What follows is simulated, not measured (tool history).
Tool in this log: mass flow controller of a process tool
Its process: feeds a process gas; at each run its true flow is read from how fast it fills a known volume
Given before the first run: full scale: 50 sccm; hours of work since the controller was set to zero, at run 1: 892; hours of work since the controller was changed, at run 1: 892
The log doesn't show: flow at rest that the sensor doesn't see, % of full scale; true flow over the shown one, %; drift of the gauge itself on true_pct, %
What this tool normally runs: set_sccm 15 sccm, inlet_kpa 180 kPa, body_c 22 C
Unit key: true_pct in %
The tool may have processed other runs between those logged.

run,hour,set_sccm,inlet_kpa,body_c,hours of work since the controller was set to zero,hours of work since the controller was changed,true_pct
1,0,15,180,22,892,892,98.96
2,395.9,15,180,22,1017,1017,99.04
3,747,15,167,22,1129,1129,99.07
4,1142,15,167,22,1254,1254,99.03
5,1329.6,15,167,22,1314,1314,99.16
6,1513.3,15,167,22,1372,1372,99.12
7,1735,15,180,35,1442,1442,99.25
8,2064.7,15,180,35,1547,1547,99.29
9,2479.3,15,180,22,1678,1678,98.92
# hour 2509: controller's zero set anew
10,2804.5,15,226,22,94,1781,99.19
11,3132.5,15,226,22,198,1886,99.27
12,3376.6,15,226,22,275,1963,99.36
13,3618.3,15,226,22,352,2040,99.25
14,3831.1,12,168,21,420,2107,99.83
15,4045.4,15,177,22,488,2175,99.53
16,4232.3,37,180,34,547,2235,99.62
17,4533.1,26,180,36,642,2330,99.53
# hour 4871.2: controller's zero set anew, once more
18,4871.2,26,180,36,0,2437,98.54
19,5281.1,8,180,36,130,2567,98.11
20,5507.1,8,180,36,202,2639,98.22
21,5787.6,48,197,36,291,2728,99.18
22,6005.3,15,180,26,360,2797,98
23,6202,15,202,26,422,2860,97.94
24,6607,15,202,26,551,2988,97.91
25,6953.7,14,180,22,661,3098,98.03
26,7151.7,14,180,22,724,3161,98.17

5 ways to go on from here, each from the tool as it stands after run 26. What would each give?
A,7455.8,32,180,35,820,3257,?
B,7455.8,15,143,22,820,3257,?
C,7455.8,14,180,22,820,3257,?
D,7455.8,14,267,22,820,3257,?
E,7455.8,14,180,23,820,3257,?

run,true_pct
A,98.7
B,98.25
C,98.12
D,97.63
E,98.07
Without the tool's unlogged condition, the same runs would have read:
run,true_pct
A,99.82
B,99.13
C,98.97
D,98.48
E,98.92

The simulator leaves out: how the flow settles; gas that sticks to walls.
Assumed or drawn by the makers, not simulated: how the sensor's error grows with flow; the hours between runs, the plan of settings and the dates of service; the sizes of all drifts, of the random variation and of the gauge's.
